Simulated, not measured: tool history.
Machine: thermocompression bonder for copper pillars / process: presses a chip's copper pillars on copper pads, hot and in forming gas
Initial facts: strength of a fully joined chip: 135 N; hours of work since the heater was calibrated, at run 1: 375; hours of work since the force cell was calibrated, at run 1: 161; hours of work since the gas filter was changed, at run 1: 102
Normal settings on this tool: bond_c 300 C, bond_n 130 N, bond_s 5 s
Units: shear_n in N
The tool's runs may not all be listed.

run,day,bond_c,bond_n,bond_s,hours of work since the heater was calibrated,hours of work since the force cell was calibrated,hours of work since the gas filter was changed,shear_n
1,0,300,130,5,375,161,102,72.7
2,0.392,300,130,6,380,166,107,76.1
3,0.625,300,130,6,383,169,110,76.2
# day 0.871: forming gas filter changed
4,0.954,300,130,6,387,173,1,83.6
5,1.412,300,130,8,393,179,7,90.5
6,1.712,300,130,8,397,183,11,90.6
7,2,300,130,8,400,187,15,89.6
8,2.233,300,130,6,403,190,18,83.6
9,2.458,300,130,5,406,193,21,76.3
10,2.938,300,130,5,413,199,27,77.7
11,3.242,300,130,5,416,203,31,76.4
12,3.588,300,130,5,421,207,35,77.3
13,4.012,300,130,5,426,213,41,75.6
14,4.325,300,130,5,430,217,45,77
15,4.546,300,130,5,433,220,48,76.4
16,4.762,300,130,5,436,222,50,75.2
17,5.112,300,130,13,441,227,55,98.1
18,5.496,305,130,13,446,232,60,100.6
19,5.788,305,130,13,449,236,64,98.8
20,6.212,300,130,6,455,241,69,79.5
21,6.667,300,130,6,461,247,75,79.1
22,7.071,300,130,6,466,252,80,78.4
23,7.396,300,125,5,470,257,84,73.1
24,7.754,300,125,5,475,261,89,71.7
25,8.046,300,125,5,479,265,93,72.3
26,8.329,300,125,5,482,269,97,72.7
27,8.679,300,125,5,487,273,101,71.7
28,8.908,271,106,3,490,276,104,38.3
29,9.362,294,106,7,496,282,110,66.5
# day 9.621: forming gas filter changed
30,9.808,314,106,6,501,287,2,82.4
31,10.162,314,106,6,506,292,7,81.8
32,10.6,320,174,6,511,298,13,108.8
33,11.071,320,79,6,517,304,19,71.9
34,11.446,323,130,5,522,309,24,93
35,11.846,323,130,12,527,314,29,108.7
36,12.229,292,173,13,532,319,34,104.8
37,12.621,292,173,13,538,324,39,106.2
38,13.033,292,173,13,543,329,44,107
39,13.483,294,144,6,549,335,50,81.9
40,13.883,294,144,6,554,340,55,80.5

Alternative continuations, all from the tool just after run 40; predict every row:
A,14.338,324,78,6,560,346,61,?
B,14.338,277,128,12,560,346,61,?
C,14.338,318,99,7,560,346,61,?

run,shear_n
A,69.7
B,82
C,82
Without the tool's unlogged condition, the same runs would have read:
run,shear_n
A,72.3
B,84.8
C,85.1

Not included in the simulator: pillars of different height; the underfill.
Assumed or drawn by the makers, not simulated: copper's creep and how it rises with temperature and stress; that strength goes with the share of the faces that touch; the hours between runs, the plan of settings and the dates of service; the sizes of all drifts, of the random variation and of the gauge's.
